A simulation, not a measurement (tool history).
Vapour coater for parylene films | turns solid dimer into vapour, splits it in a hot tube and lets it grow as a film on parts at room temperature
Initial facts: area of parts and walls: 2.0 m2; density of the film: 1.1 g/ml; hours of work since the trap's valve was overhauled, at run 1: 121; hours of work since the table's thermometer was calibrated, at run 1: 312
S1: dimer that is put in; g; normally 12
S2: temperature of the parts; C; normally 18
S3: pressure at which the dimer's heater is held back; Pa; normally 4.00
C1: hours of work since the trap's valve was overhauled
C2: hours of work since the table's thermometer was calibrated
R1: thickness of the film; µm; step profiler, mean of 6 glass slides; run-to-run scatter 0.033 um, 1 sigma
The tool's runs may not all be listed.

run 1 day=0.000 | S1=12 S2=18 S3=4.00 | C1=121 C2=312 | R1=3.19
run 2 day=0.942 | S1=12 S2=18 S3=9.46 | C1=132 C2=323 | R1=2.73
run 3 day=2.388 | S1=15 S2=18 S3=4.00 | C1=149 C2=340 | R1=3.87
run 4 day=3.388 | S1=15 S2=18 S3=4.00 | C1=161 C2=351 | R1=3.87
run 5 day=5.412 | S1=12 S2=18 S3=2.57 | C1=184 C2=375 | R1=3.29
run 6 day=6.367 | S1=12 S2=18 S3=2.57 | C1=196 C2=386 | R1=3.35
run 7 day=7.504 | S1=12 S2=18 S3=7.37 | C1=209 C2=400 | R1=2.71
run 8 day=9.383 | S1=12 S2=18 S3=7.37 | C1=231 C2=422 | R1=2.69
run 9 day=10.471 | S1=12 S2=18 S3=4.00 | C1=244 C2=434 | R1=3.06
run 10 day=12.096 | S1=12 S2=18 S3=4.00 | C1=263 C2=453 | R1=3.03
run 11 day=13.408 | S1=12 S2=18 S3=4.00 | C1=278 C2=469 | R1=3.01
run 12 day=14.438 | S1=6 S2=22 S3=6.41 | C1=290 C2=481 | R1=1.19
run 13 day=16.475 | S1=6 S2=24 S3=2.25 | C1=314 C2=505 | R1=1.33
run 14 day=17.900 | S1=12 S2=18 S3=10.43 | C1=331 C2=521 | R1=2.47
run 15 day=19.217 | S1=18 S2=16 S3=10.43 | C1=346 C2=537 | R1=3.93
run 16 day=20.854 | S1=18 S2=29 S3=7.06 | C1=365 C2=556 | R1=2.72
run 17 day=21.808 | S1=6 S2=12 S3=3.69 | C1=376 C2=567 | R1=1.81

Forecast each of these 3 alternatives for the next run:
run A day=23.600 | S1=21 S2=27 S3=4.00 | C1=397 C2=588 | R1=?
run B day=23.600 | S1=10 S2=18 S3=4.00 | C1=397 C2=588 | R1=?
run C day=23.600 | S1=12 S2=30 S3=8.47 | C1=397 C2=588 | R1=?

run=A R1=3.74
run=B R1=2.45
run=C R1=1.60
What these runs would have given with no unlogged condition in the tool:
run=A R1=4.18
run=B R1=2.73
run=C R1=1.79

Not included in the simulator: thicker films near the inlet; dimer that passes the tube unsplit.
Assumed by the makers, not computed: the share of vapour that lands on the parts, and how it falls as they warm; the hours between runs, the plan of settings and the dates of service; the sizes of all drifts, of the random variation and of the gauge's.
